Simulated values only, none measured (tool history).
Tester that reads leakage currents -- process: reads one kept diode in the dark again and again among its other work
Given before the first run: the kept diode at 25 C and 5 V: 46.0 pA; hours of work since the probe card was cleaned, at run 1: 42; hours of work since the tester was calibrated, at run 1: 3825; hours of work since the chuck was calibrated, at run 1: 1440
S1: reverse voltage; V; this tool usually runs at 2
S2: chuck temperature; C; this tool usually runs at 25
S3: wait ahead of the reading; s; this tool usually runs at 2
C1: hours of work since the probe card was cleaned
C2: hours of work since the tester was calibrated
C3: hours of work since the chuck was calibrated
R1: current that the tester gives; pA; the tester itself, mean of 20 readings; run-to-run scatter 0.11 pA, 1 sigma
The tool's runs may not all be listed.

{"run": 1, "hour": 0.0, "S1": 2, "S2": 25, "S3": 2, "C1": 42, "C2": 3825, "C3": 1440, "R1": 33.57}
{"run": 2, "hour": 129.7, "S1": 2, "S2": 25, "S3": 2, "C1": 96, "C2": 3880, "C3": 1494, "R1": 33.73}
{"run": 3, "hour": 361.9, "S1": 2, "S2": 25, "S3": 2, "C1": 194, "C2": 3977, "C3": 1592, "R1": 33.86}
{"run": 4, "hour": 507.8, "S1": 2, "S2": 25, "S3": 2, "C1": 255, "C2": 4038, "C3": 1653, "R1": 34.21}
{"run": 5, "hour": 662.6, "S1": 2, "S2": 25, "S3": 2, "C1": 320, "C2": 4103, "C3": 1718, "R1": 34.46}
{"run": 6, "hour": 757.1, "S1": 2, "S2": 25, "S3": 2, "C1": 359, "C2": 4143, "C3": 1757, "R1": 34.33}
{"run": 7, "hour": 870.8, "S1": 2, "S2": 25, "S3": 2, "C1": 407, "C2": 4190, "C3": 1805, "R1": 34.54}
{"run": 8, "hour": 980.5, "S1": 2, "S2": 25, "S3": 2, "C1": 453, "C2": 4236, "C3": 1851, "R1": 34.56}
{"hour": 1103.0, "done": "tester calibrated"}
{"run": 9, "hour": 1162.2, "S1": 2, "S2": 25, "S3": 7.68, "C1": 529, "C2": 25, "C3": 1926, "R1": 34.78}
{"run": 10, "hour": 1314.3, "S1": 2, "S2": 25, "S3": 7.68, "C1": 592, "C2": 89, "C3": 1990, "R1": 34.7}
{"hour": 1483.5, "done": "tester calibrated, once more"}
{"run": 11, "hour": 1496.6, "S1": 2, "S2": 25, "S3": 2, "C1": 668, "C2": 5, "C3": 2066, "R1": 36.1}
{"run": 12, "hour": 1599.5, "S1": 2, "S2": 25, "S3": 2, "C1": 711, "C2": 49, "C3": 2109, "R1": 36.27}
{"run": 13, "hour": 1808.3, "S1": 2, "S2": 25, "S3": 2, "C1": 799, "C2": 136, "C3": 2196, "R1": 36.41}
{"hour": 1850.5, "done": "chuck's temperature calibrated"}
{"run": 14, "hour": 1904.9, "S1": 9.65, "S2": 25, "S3": 2, "C1": 838, "C2": 176, "C3": 23, "R1": 63.24}
{"run": 15, "hour": 2067.5, "S1": 3.35, "S2": 25, "S3": 2, "C1": 906, "C2": 244, "C3": 91, "R1": 40}
{"run": 16, "hour": 2226.9, "S1": 2, "S2": 25, "S3": 5.86, "C1": 973, "C2": 311, "C3": 158, "R1": 32.28}
{"run": 17, "hour": 2429.3, "S1": 2, "S2": 25, "S3": 5.86, "C1": 1058, "C2": 396, "C3": 243, "R1": 32.43}
{"run": 18, "hour": 2571.0, "S1": 2, "S2": 25, "S3": 5.86, "C1": 1118, "C2": 455, "C3": 302, "R1": 32.61}
{"run": 19, "hour": 2750.2, "S1": 2.98, "S2": 25, "S3": 5.86, "C1": 1193, "C2": 530, "C3": 377, "R1": 38.88}
{"run": 20, "hour": 2879.1, "S1": 2.98, "S2": 25, "S3": 5.86, "C1": 1247, "C2": 584, "C3": 431, "R1": 38.98}
{"run": 21, "hour": 2978.0, "S1": 1.08, "S2": 29, "S3": 6.92, "C1": 1288, "C2": 626, "C3": 473, "R1": 33.69}
{"run": 22, "hour": 3194.2, "S1": 3.23, "S2": 41, "S3": 6.89, "C1": 1379, "C2": 717, "C3": 564, "R1": 121.34}
{"run": 23, "hour": 3398.6, "S1": 8.28, "S2": 40, "S3": 0.52, "C1": 1465, "C2": 802, "C3": 649, "R1": 173.12}
{"run": 24, "hour": 3621.7, "S1": 2, "S2": 25, "S3": 6.73, "C1": 1558, "C2": 896, "C3": 743, "R1": 33.68}
{"run": 25, "hour": 3773.9, "S1": 2, "S2": 24, "S3": 0.31, "C1": 1622, "C2": 960, "C3": 807, "R1": 32.3}
{"run": 26, "hour": 3998.3, "S1": 2.66, "S2": 26, "S3": 6.98, "C1": 1716, "C2": 1054, "C3": 901, "R1": 41.23}
{"run": 27, "hour": 4135.7, "S1": 3.12, "S2": 24, "S3": 6.35, "C1": 1774, "C2": 1111, "C3": 958, "R1": 38.8}
{"run": 28, "hour": 4244.5, "S1": 7.37, "S2": 25, "S3": 1.28, "C1": 1820, "C2": 1157, "C3": 1004, "R1": 61.01}
{"run": 29, "hour": 4408.5, "S1": 7.37, "S2": 25, "S3": 1.28, "C1": 1888, "C2": 1226, "C3": 1073, "R1": 61.7}
{"run": 30, "hour": 4558.4, "S1": 2, "S2": 25, "S3": 8.09, "C1": 1951, "C2": 1289, "C3": 1136, "R1": 34.53}
{"run": 31, "hour": 4789.3, "S1": 3.54, "S2": 25, "S3": 3.08, "C1": 2048, "C2": 1386, "C3": 1233, "R1": 44.51}
{"run": 32, "hour": 4978.4, "S1": 18.81, "S2": 25, "S3": 0.64, "C1": 2127, "C2": 1465, "C3": 1312, "R1": 98.47}
{"run": 33, "hour": 5135.1, "S1": 18.81, "S2": 34, "S3": 1.31, "C1": 2193, "C2": 1531, "C3": 1378, "R1": 175.39}
{"run": 34, "hour": 5327.7, "S1": 5.8, "S2": 56, "S3": 2, "C1": 2274, "C2": 1611, "C3": 1458, "R1": 419.14}

Run by run, hidden condition taken away, random variation retained:
The tool's hidden condition here consists of: stray current of the dirty probe card, pA a volt; current scale over the true one, %; true chuck temperature over the reading, C; drift of the gauge itself on leakage_pa, %.
run=1 R1=31.31
run=2 R1=31.34
run=3 R1=31.22
run=4 R1=31.4
run=5 R1=31.47
run=6 R1=31.27
run=7 R1=31.35
run=8 R1=31.26
run=9 R1=31.48
run=10 R1=31.26
run=11 R1=31.35
run=12 R1=31.38
run=13 R1=31.32
run=14 R1=61.51
run=15 R1=38.97
run=16 R1=31.37
run=17 R1=31.33
run=18 R1=31.35
run=19 R1=37.09
run=20 R1=37.03
run=21 R1=32.17
run=22 R1=115.7
run=23 R1=163.58
run=24 R1=31.32
run=25 R1=29.92
run=26 R1=37.87
run=27 R1=35.34
run=28 R1=54.94
run=29 R1=55.25
run=30 R1=31.2
run=31 R1=39.71
run=32 R1=85.15
run=33 R1=154.68
run=34 R1=382.23
